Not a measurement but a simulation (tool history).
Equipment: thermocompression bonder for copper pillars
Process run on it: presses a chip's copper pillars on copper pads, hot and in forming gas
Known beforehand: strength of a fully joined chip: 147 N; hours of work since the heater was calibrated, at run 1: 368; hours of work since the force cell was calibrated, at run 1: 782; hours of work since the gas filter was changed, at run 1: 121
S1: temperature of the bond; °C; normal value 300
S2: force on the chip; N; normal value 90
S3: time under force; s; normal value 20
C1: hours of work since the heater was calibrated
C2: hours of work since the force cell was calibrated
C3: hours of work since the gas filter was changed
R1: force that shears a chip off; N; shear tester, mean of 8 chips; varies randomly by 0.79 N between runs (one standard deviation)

{"run": 1, "day": 0.0, "S1": 300, "S2": 90, "S3": 20, "C1": 368, "C2": 782, "C3": 121, "R1": 105.7}
{"run": 2, "day": 1.083, "S1": 300, "S2": 90, "S3": 20, "C1": 384, "C2": 799, "C3": 138, "R1": 105.8}
{"run": 3, "day": 3.592, "S1": 300, "S2": 90, "S3": 20, "C1": 423, "C2": 837, "C3": 176, "R1": 104.3}
{"run": 4, "day": 6.054, "S1": 300, "S2": 90, "S3": 20, "C1": 460, "C2": 874, "C3": 214, "R1": 103.7}
{"day": 7.55, "done": "force cell calibrated"}
{"run": 5, "day": 8.292, "S1": 300, "S2": 90, "S3": 20, "C1": 493, "C2": 11, "C3": 247, "R1": 101.0}
{"run": 6, "day": 10.046, "S1": 300, "S2": 90, "S3": 20, "C1": 520, "C2": 38, "C3": 274, "R1": 100.5}
{"day": 11.408, "done": "forming gas filter changed"}
{"run": 7, "day": 12.492, "S1": 300, "S2": 90, "S3": 59, "C1": 557, "C2": 75, "C3": 17, "R1": 132.2}
{"run": 8, "day": 14.762, "S1": 300, "S2": 62, "S3": 20, "C1": 592, "C2": 110, "C3": 51, "R1": 91.6}
{"run": 9, "day": 17.233, "S1": 300, "S2": 90, "S3": 20, "C1": 630, "C2": 147, "C3": 89, "R1": 108.1}
{"run": 10, "day": 18.446, "S1": 300, "S2": 59, "S3": 20, "C1": 648, "C2": 166, "C3": 107, "R1": 87.3}
{"run": 11, "day": 19.592, "S1": 300, "S2": 59, "S3": 20, "C1": 666, "C2": 183, "C3": 125, "R1": 87.3}
{"run": 12, "day": 22.058, "S1": 300, "S2": 59, "S3": 20, "C1": 703, "C2": 221, "C3": 163, "R1": 86.7}
{"run": 13, "day": 24.021, "S1": 285, "S2": 90, "S3": 20, "C1": 733, "C2": 251, "C3": 192, "R1": 91.9}
{"run": 14, "day": 26.512, "S1": 285, "S2": 90, "S3": 20, "C1": 771, "C2": 289, "C3": 230, "R1": 90.3}
{"run": 15, "day": 27.746, "S1": 285, "S2": 90, "S3": 20, "C1": 790, "C2": 308, "C3": 249, "R1": 90.9}
{"run": 16, "day": 29.625, "S1": 285, "S2": 90, "S3": 20, "C1": 819, "C2": 337, "C3": 278, "R1": 88.9}
{"day": 30.812, "done": "forming gas filter changed"}
{"run": 17, "day": 31.475, "S1": 300, "S2": 90, "S3": 20, "C1": 847, "C2": 364, "C3": 10, "R1": 112.6}
{"run": 18, "day": 33.838, "S1": 300, "S2": 90, "S3": 20, "C1": 883, "C2": 400, "C3": 46, "R1": 112.4}
{"run": 19, "day": 35.146, "S1": 300, "S2": 90, "S3": 20, "C1": 903, "C2": 420, "C3": 66, "R1": 111.9}
{"run": 20, "day": 36.329, "S1": 300, "S2": 90, "S3": 20, "C1": 921, "C2": 438, "C3": 84, "R1": 110.8}
{"run": 21, "day": 38.329, "S1": 300, "S2": 90, "S3": 20, "C1": 951, "C2": 469, "C3": 115, "R1": 106.8}
{"run": 22, "day": 39.862, "S1": 300, "S2": 90, "S3": 20, "C1": 974, "C2": 492, "C3": 138, "R1": 106.6}
{"run": 23, "day": 41.892, "S1": 270, "S2": 80, "S3": 17, "C1": 1006, "C2": 523, "C3": 169, "R1": 71.1}
{"run": 24, "day": 43.267, "S1": 297, "S2": 125, "S3": 20, "C1": 1026, "C2": 544, "C3": 190, "R1": 115.7}
{"run": 25, "day": 45.196, "S1": 300, "S2": 58, "S3": 20, "C1": 1056, "C2": 574, "C3": 219, "R1": 86.6}
{"run": 26, "day": 46.883, "S1": 300, "S2": 58, "S3": 20, "C1": 1082, "C2": 600, "C3": 245, "R1": 85.9}
{"run": 27, "day": 48.025, "S1": 300, "S2": 58, "S3": 20, "C1": 1099, "C2": 617, "C3": 263, "R1": 85.5}
{"day": 48.258, "done": "heater calibrated with a thermocouple chip"}
{"run": 28, "day": 49.938, "S1": 300, "S2": 79, "S3": 12, "C1": 26, "C2": 645, "C3": 291, "R1": 79.1}
{"day": 50.171, "done": "forming gas filter changed"}
{"run": 29, "day": 51.388, "S1": 308, "S2": 90, "S3": 20, "C1": 47, "C2": 667, "C3": 19, "R1": 112.3}
{"run": 30, "day": 52.804, "S1": 312, "S2": 67, "S3": 20, "C1": 69, "C2": 688, "C3": 40, "R1": 105.0}
{"run": 31, "day": 54.296, "S1": 288, "S2": 71, "S3": 12, "C1": 92, "C2": 711, "C3": 63, "R1": 70.6}
{"run": 32, "day": 56.562, "S1": 288, "S2": 71, "S3": 12, "C1": 126, "C2": 746, "C3": 98, "R1": 68.9}
{"run": 33, "day": 58.771, "S1": 288, "S2": 71, "S3": 12, "C1": 160, "C2": 779, "C3": 131, "R1": 69.6}
{"run": 34, "day": 60.704, "S1": 288, "S2": 71, "S3": 12, "C1": 190, "C2": 809, "C3": 161, "R1": 69.4}
{"run": 35, "day": 61.792, "S1": 290, "S2": 72, "S3": 16, "C1": 206, "C2": 825, "C3": 177, "R1": 78.7}
{"run": 36, "day": 62.967, "S1": 298, "S2": 72, "S3": 16, "C1": 224, "C2": 843, "C3": 195, "R1": 85.4}
{"run": 37, "day": 63.975, "S1": 300, "S2": 90, "S3": 15, "C1": 239, "C2": 859, "C3": 211, "R1": 97.1}
{"run": 38, "day": 65.421, "S1": 300, "S2": 90, "S3": 15, "C1": 262, "C2": 881, "C3": 233, "R1": 92.8}
{"day": 66.562, "done": "force cell calibrated"}
{"run": 39, "day": 67.975, "S1": 300, "S2": 90, "S3": 15, "C1": 300, "C2": 22, "C3": 271, "R1": 91.6}

What differs in the tool's unlogged condition from the final listed run ahead of each entry between runs to the first listed run following it?
Runs 4 to 5: force cell calibrated (day 7.550)
  true temperature of the bond over the reading, C: 3.7 -> 4; force that reaches the chip, % of what is set: 104 -> 100.3; oxide that the forming gas leaves, % of the face: 7.64 -> 8.74
  what was measured, less what the result would be without the hidden state, R1: -2.9 -> -5.4 N
Runs 6 to 7: forming gas filter changed (day 11.408)
  true temperature of the bond over the reading, C: 4.2 -> 4.4; force that reaches the chip, % of what is set: 100.4 -> 100.6; oxide that the forming gas leaves, % of the face: 9.58 -> 1.07
  what was measured, less what the result would be without the hidden state, R1: -6.1 -> +2.0 N
Runs 16 to 17: forming gas filter changed (day 30.812)
  true temperature of the bond over the reading, C: 6.2 -> 6.3; force that reaches the chip, % of what is set: 101.7 -> 101.8; oxide that the forming gas leaves, % of the face: 10.08 -> 0.89
  what was measured, less what the result would be without the hidden state, R1: -2.6 -> +6.1 N
Runs 27 to 28: heater calibrated with a thermocouple chip (day 48.258)
  true temperature of the bond over the reading, C: 8 -> 0.5; force that reaches the chip, % of what is set: 102.9 -> 103.1; oxide that the forming gas leaves, % of the face: 9.42 -> 10.4
  what was measured, less what the result would be without the hidden state, R1: +0.4 -> -6.8 N
Runs 28 to 29: forming gas filter changed (day 50.171)
  true temperature of the bond over the reading, C: 0.5 -> 0.7; oxide that the forming gas leaves, % of the face: 10.4 -> 1.24
  what was measured, less what the result would be without the hidden state, R1: -6.8 -> +1.0 N
Runs 38 to 39: force cell calibrated (day 66.562)
  true temperature of the bond over the reading, C: 2.1 -> 2.4; force that reaches the chip, % of what is set: 104.1 -> 100.6; oxide that the forming gas leaves, % of the face: 8.59 -> 9.95
  what was measured, less what the result would be without the hidden state, R1: -4.4 -> -7.1 N

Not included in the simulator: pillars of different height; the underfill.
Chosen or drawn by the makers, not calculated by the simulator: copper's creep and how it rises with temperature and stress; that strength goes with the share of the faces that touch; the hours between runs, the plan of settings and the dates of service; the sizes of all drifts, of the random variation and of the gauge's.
